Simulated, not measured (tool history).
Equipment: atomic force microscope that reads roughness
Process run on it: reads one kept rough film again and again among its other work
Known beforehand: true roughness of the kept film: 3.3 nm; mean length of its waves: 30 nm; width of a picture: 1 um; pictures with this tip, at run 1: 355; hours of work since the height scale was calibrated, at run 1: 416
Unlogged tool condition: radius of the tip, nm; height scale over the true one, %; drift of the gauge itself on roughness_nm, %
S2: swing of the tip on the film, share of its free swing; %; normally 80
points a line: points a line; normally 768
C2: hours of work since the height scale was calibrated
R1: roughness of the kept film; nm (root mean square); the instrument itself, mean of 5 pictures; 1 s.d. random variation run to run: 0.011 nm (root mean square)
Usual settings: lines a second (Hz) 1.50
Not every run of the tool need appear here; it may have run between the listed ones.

run 1 hour=0.0 | lines_a_second_(Hz)=1.50 S2=80 points_a_line=768 | pictures_with_this_tip=355 C2=416 | R1=1.780
-- hour=11.7 new tip fitted
run 2 hour=19.3 | lines_a_second_(Hz)=0.95 S2=80 points_a_line=768 | pictures_with_this_tip=16 C2=430 | R1=2.540
run 3 hour=34.1 | lines_a_second_(Hz)=0.95 S2=80 points_a_line=768 | pictures_with_this_tip=47 C2=441 | R1=2.445
run 4 hour=44.6 | lines_a_second_(Hz)=0.95 S2=80 points_a_line=768 | pictures_with_this_tip=68 C2=450 | R1=2.378
run 5 hour=64.3 | lines_a_second_(Hz)=0.95 S2=80 points_a_line=768 | pictures_with_this_tip=109 C2=465 | R1=2.273
run 6 hour=83.2 | lines_a_second_(Hz)=1.50 S2=80 points_a_line=515 | pictures_with_this_tip=148 C2=479 | R1=2.069
run 7 hour=98.6 | lines_a_second_(Hz)=1.50 S2=80 points_a_line=515 | pictures_with_this_tip=180 C2=491 | R1=2.024
run 8 hour=109.6 | lines_a_second_(Hz)=1.50 S2=80 points_a_line=515 | pictures_with_this_tip=203 C2=500 | R1=1.975
run 9 hour=125.5 | lines_a_second_(Hz)=1.50 S2=80 points_a_line=515 | pictures_with_this_tip=236 C2=512 | R1=1.898
run 10 hour=138.3 | lines_a_second_(Hz)=1.50 S2=81 points_a_line=768 | pictures_with_this_tip=263 C2=522 | R1=1.851
run 11 hour=157.9 | lines_a_second_(Hz)=1.50 S2=80 points_a_line=811 | pictures_with_this_tip=303 C2=537 | R1=1.799
run 12 hour=174.2 | lines_a_second_(Hz)=1.50 S2=80 points_a_line=768 | pictures_with_this_tip=337 C2=549 | R1=1.747
run 13 hour=183.2 | lines_a_second_(Hz)=3.33 S2=80 points_a_line=768 | pictures_with_this_tip=356 C2=556 | R1=1.471
-- hour=193.5 new tip fitted
run 14 hour=195.2 | lines_a_second_(Hz)=1.50 S2=80 points_a_line=768 | pictures_with_this_tip=4 C2=565 | R1=2.436
run 15 hour=205.9 | lines_a_second_(Hz)=1.50 S2=80 points_a_line=768 | pictures_with_this_tip=26 C2=573 | R1=2.372
run 16 hour=222.9 | lines_a_second_(Hz)=1.50 S2=80 points_a_line=557 | pictures_with_this_tip=61 C2=587 | R1=2.303
run 17 hour=236.6 | lines_a_second_(Hz)=1.50 S2=80 points_a_line=768 | pictures_with_this_tip=90 C2=597 | R1=2.253
run 18 hour=248.0 | lines_a_second_(Hz)=1.50 S2=80 points_a_line=908 | pictures_with_this_tip=113 C2=606 | R1=2.202
run 19 hour=265.9 | lines_a_second_(Hz)=1.50 S2=80 points_a_line=908 | pictures_with_this_tip=150 C2=620 | R1=2.089
run 20 hour=274.7 | lines_a_second_(Hz)=1.50 S2=70 points_a_line=768 | pictures_with_this_tip=168 C2=626 | R1=2.179
run 21 hour=294.5 | lines_a_second_(Hz)=1.50 S2=70 points_a_line=285 | pictures_with_this_tip=210 C2=642 | R1=2.090
run 22 hour=303.6 | lines_a_second_(Hz)=1.50 S2=70 points_a_line=285 | pictures_with_this_tip=229 C2=649 | R1=2.055
run 23 hour=323.4 | lines_a_second_(Hz)=1.50 S2=70 points_a_line=589 | pictures_with_this_tip=269 C2=664 | R1=1.992
run 24 hour=336.3 | lines_a_second_(Hz)=1.50 S2=70 points_a_line=589 | pictures_with_this_tip=296 C2=674 | R1=1.952
run 25 hour=350.2 | lines_a_second_(Hz)=1.50 S2=70 points_a_line=589 | pictures_with_this_tip=325 C2=685 | R1=1.902
run 26 hour=360.4 | lines_a_second_(Hz)=3.98 S2=74 points_a_line=502 | pictures_with_this_tip=346 C2=693 | R1=1.536
run 27 hour=371.7 | lines_a_second_(Hz)=1.50 S2=82 points_a_line=522 | pictures_with_this_tip=370 C2=701 | R1=1.700
-- hour=376.3 new tip fitted
run 28 hour=388.0 | lines_a_second_(Hz)=1.71 S2=82 points_a_line=747 | pictures_with_this_tip=24 C2=713 | R1=2.285
run 29 hour=397.9 | lines_a_second_(Hz)=2.44 S2=60 points_a_line=768 | pictures_with_this_tip=45 C2=721 | R1=2.519
run 30 hour=414.1 | lines_a_second_(Hz)=2.44 S2=60 points_a_line=768 | pictures_with_this_tip=78 C2=733 | R1=2.408
run 31 hour=425.4 | lines_a_second_(Hz)=2.24 S2=69 points_a_line=768 | pictures_with_this_tip=102 C2=742 | R1=2.235
run 32 hour=436.7 | lines_a_second_(Hz)=2.24 S2=69 points_a_line=768 | pictures_with_this_tip=125 C2=751 | R1=2.215
run 33 hour=454.8 | lines_a_second_(Hz)=2.24 S2=69 points_a_line=1010 | pictures_with_this_tip=163 C2=765 | R1=2.142
run 34 hour=463.5 | lines_a_second_(Hz)=1.50 S2=81 points_a_line=417 | pictures_with_this_tip=181 C2=772 | R1=2.016
run 35 hour=480.8 | lines_a_second_(Hz)=0.74 S2=61 points_a_line=417 | pictures_with_this_tip=217 C2=785 | R1=2.211
run 36 hour=496.4 | lines_a_second_(Hz)=0.74 S2=61 points_a_line=417 | pictures_with_this_tip=249 C2=797 | R1=2.159
run 37 hour=509.9 | lines_a_second_(Hz)=0.74 S2=61 points_a_line=417 | pictures_with_this_tip=277 C2=807 | R1=2.113
run 38 hour=526.6 | lines_a_second_(Hz)=0.74 S2=61 points_a_line=417 | pictures_with_this_tip=312 C2=820 | R1=2.059
run 39 hour=541.3 | lines_a_second_(Hz)=0.74 S2=61 points_a_line=417 | pictures_with_this_tip=342 C2=832 | R1=1.998
run 40 hour=554.3 | lines_a_second_(Hz)=1.04 S2=80 points_a_line=350 | pictures_with_this_tip=369 C2=842 | R1=1.787
-- hour=558.7 new tip fitted
run 41 hour=569.4 | lines_a_second_(Hz)=1.04 S2=80 points_a_line=350 | pictures_with_this_tip=23 C2=853 | R1=2.515
run 42 hour=578.7 | lines_a_second_(Hz)=1.71 S2=77 points_a_line=425 | pictures_with_this_tip=42 C2=860 | R1=2.347
run 43 hour=588.6 | lines_a_second_(Hz)=1.71 S2=77 points_a_line=425 | pictures_with_this_tip=62 C2=868 | R1=2.286
run 44 hour=603.5 | lines_a_second_(Hz)=1.85 S2=75 points_a_line=380 | pictures_with_this_tip=93 C2=879 | R1=2.219
run 45 hour=622.0 | lines_a_second_(Hz)=1.50 S2=80 points_a_line=1006 | pictures_with_this_tip=132 C2=893 | R1=2.138
run 46 hour=640.1 | lines_a_second_(Hz)=0.96 S2=59 points_a_line=660 | pictures_with_this_tip=169 C2=907 | R1=2.352
run 47 hour=652.8 | lines_a_second_(Hz)=0.65 S2=59 points_a_line=347 | pictures_with_this_tip=195 C2=917 | R1=2.283
run 48 hour=661.6 | lines_a_second_(Hz)=0.65 S2=59 points_a_line=295 | pictures_with_this_tip=214 C2=924 | R1=2.245
run 49 hour=678.4 | lines_a_second_(Hz)=2.55 S2=55 points_a_line=519 | pictures_with_this_tip=248 C2=937 | R1=2.119
run 50 hour=698.1 | lines_a_second_(Hz)=2.55 S2=55 points_a_line=519 | pictures_with_this_tip=289 C2=952 | R1=2.047

Forecast each of these 5 alternatives for the next run:
run A hour=715.7 | lines_a_second_(Hz)=2.42 S2=83 points_a_line=596 | pictures_with_this_tip=326 C2=966 | R1=?
run B hour=715.7 | lines_a_second_(Hz)=1.50 S2=81 points_a_line=383 | pictures_with_this_tip=326 C2=966 | R1=?
run C hour=715.7 | lines_a_second_(Hz)=3.81 S2=55 points_a_line=519 | pictures_with_this_tip=326 C2=966 | R1=?
run D hour=715.7 | lines_a_second_(Hz)=1.00 S2=83 points_a_line=519 | pictures_with_this_tip=326 C2=966 | R1=?
run E hour=715.7 | lines_a_second_(Hz)=1.07 S2=62 points_a_line=282 | pictures_with_this_tip=326 C2=966 | R1=?

run=A R1=1.598
run=B R1=1.778
run=C R1=1.926
run=D R1=1.857
run=E R1=2.008
The same runs, with their run-to-run variation unchanged, on a tool lacking any hidden condition would have given:
run=A R1=2.173
run=B R1=2.420
run=C R1=2.621
run=D R1=2.526
run=E R1=2.732
